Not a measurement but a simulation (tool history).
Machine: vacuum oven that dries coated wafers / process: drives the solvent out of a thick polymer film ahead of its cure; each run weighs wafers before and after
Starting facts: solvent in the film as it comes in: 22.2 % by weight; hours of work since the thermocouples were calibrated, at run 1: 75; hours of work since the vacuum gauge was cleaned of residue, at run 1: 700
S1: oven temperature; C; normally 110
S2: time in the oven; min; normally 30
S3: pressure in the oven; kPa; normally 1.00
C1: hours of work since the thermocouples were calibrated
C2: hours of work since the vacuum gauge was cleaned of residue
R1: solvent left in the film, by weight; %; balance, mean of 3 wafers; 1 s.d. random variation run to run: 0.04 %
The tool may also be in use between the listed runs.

run   hour   S1  S2    S3   C1   C2    R1
  1    0.0  110  30  1.00   75  700  3.09
  2   20.5  110  30  1.00   84  709  3.17
  3   60.0  110  30  1.00  101  726  3.13
  4   94.5  110  30  1.00  116  741  3.09
  5  136.5  110  42  1.00  134  759  1.72
  6  157.0  110  30  1.00  143  768  3.16
  7  193.2  110  30  3.71  159  784  4.35
  8  228.6  110  30  3.71  174  799  4.24
  9  266.0  110  30  3.71  190  815  4.20
 10  299.6  116  17  0.90  205  830  4.43
 11  343.0  116  17  0.90  224  849  4.49
 12  375.5  116  17  2.87  238  863  5.17
 13  397.9  124  30  1.20  248  872  0.88
 14  416.2  123  24  1.83  255  880  1.55
 15  449.8  123  24  1.83  270  895  1.54
 16  468.1   99  28  1.87  278  903  7.50
 17  497.2   99  28  1.87  291  916  7.57

Alternative continuations, all from the tool just after run 17; predict every row:
  A  533.5  110  33  3.38  306  931   ?
  B  533.5  120  29  1.00  306  931   ?
  C  533.5  110  20  1.06  306  931   ?

run    R1
  A  3.79
  B  1.27
  C  5.57
The same runs, with their run-to-run variation unchanged, on a tool lacking any hidden condition would have given:
run    R1
  A  3.56
  B  1.14
  C  5.29
